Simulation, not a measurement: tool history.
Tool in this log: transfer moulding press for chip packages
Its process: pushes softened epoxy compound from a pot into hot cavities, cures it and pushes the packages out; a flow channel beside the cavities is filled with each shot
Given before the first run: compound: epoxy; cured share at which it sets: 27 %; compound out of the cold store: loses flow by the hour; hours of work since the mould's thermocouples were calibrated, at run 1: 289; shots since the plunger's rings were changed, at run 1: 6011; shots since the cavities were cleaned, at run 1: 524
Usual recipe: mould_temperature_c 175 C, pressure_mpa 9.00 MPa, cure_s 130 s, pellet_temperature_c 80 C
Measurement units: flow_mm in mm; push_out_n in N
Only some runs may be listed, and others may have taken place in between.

| run | hour | mould_temperature_c | pressure_mpa | cure_s | pellet_temperature_c | hours of work since the mould's thermocouples were calibrated | shots since the plunger's rings were changed | shots since the cavities were cleaned | incoming compound's hours out of the cold store | flow_mm | push_out_n |
|---|---|---|---|---|---|---|---|---|---|---|---|
| 1 | 0.0 | 175 | 9.00 | 130 | 80 | 289 | 6011 | 524 | 21.2 | 521 | 215 |
| 2 | 14.4 | 175 | 7.68 | 130 | 80 | 296 | 6113 | 626 | 14.1 | 495 | 209 |
|  | 24.5 | plunger's sealing rings changed |
| 3 | 24.5 | 175 | 7.68 | 130 | 80 | 300 | 0 | 680 | 18.4 | 487 | 207 |
| 4 | 37.4 | 175 | 9.00 | 130 | 80 | 306 | 91 | 771 | 13.1 | 539 | 214 |
| 5 | 50.6 | 175 | 9.00 | 130 | 80 | 313 | 185 | 865 | 23.2 | 513 | 207 |
|  | 59.5 | cavities cleaned with cleaning compound and waxed |
| 6 | 68.9 | 175 | 9.00 | 128 | 80 | 321 | 304 | 67 | 20.5 | 519 | 212 |
| 7 | 82.0 | 175 | 9.00 | 130 | 80 | 327 | 398 | 161 | 46.6 | 455 | 205 |
| 8 | 97.7 | 175 | 9.00 | 130 | 80 | 335 | 509 | 272 | 18.9 | 522 | 206 |
| 9 | 114.1 | 175 | 9.00 | 130 | 80 | 343 | 625 | 388 | 33.4 | 487 | 215 |
| 10 | 121.0 | 177 | 9.00 | 130 | 80 | 346 | 674 | 437 | 27.4 | 494 | 182 |
| 11 | 136.8 | 177 | 9.00 | 130 | 80 | 354 | 786 | 549 | 24.6 | 505 | 196 |
| 12 | 150.3 | 175 | 10.56 | 125 | 79 | 360 | 882 | 645 | 36.3 | 522 | 213 |
| 13 | 160.3 | 173 | 7.53 | 170 | 88 | 365 | 953 | 716 | 24.6 | 468 | 188 |
| 14 | 167.3 | 170 | 7.31 | 163 | 84 | 368 | 1003 | 766 | 33.4 | 452 | 200 |
| 15 | 176.3 | 170 | 7.31 | 163 | 84 | 373 | 1067 | 830 | 45.1 | 426 | 192 |
|  | 190.3 | cavities cleaned with cleaning compound and waxed |
| 16 | 192.5 | 180 | 7.31 | 163 | 83 | 380 | 1171 | 16 | 27.3 | 444 | 176 |
| 17 | 203.6 | 167 | 7.08 | 130 | 80 | 385 | 1250 | 95 | 34.1 | 449 | 353 |

Each row is a separate what-if for the run after 17, all from the same tool condition, not one after another. Results?
| A | 218.8 | 177 | 9.00 | 130 | 80 | 393 | 1358 | 203 | 23.3 | ? | ? |
| B | 218.8 | 177 | 7.08 | 130 | 80 | 393 | 1358 | 203 | 30.3 | ? | ? |
| C | 218.8 | 167 | 7.62 | 130 | 87 | 393 | 1358 | 203 | 39.8 | ? | ? |

| run | flow_mm | push_out_n |
|---|---|---|
| A | 507 | 191 |
| B | 435 | 182 |
| C | 449 | 335 |
Had the tool no hidden state, the same runs would have come out as:
| run | flow_mm | push_out_n |
|---|---|---|
| A | 507 | 189 |
| B | 435 | 180 |
| C | 449 | 333 |
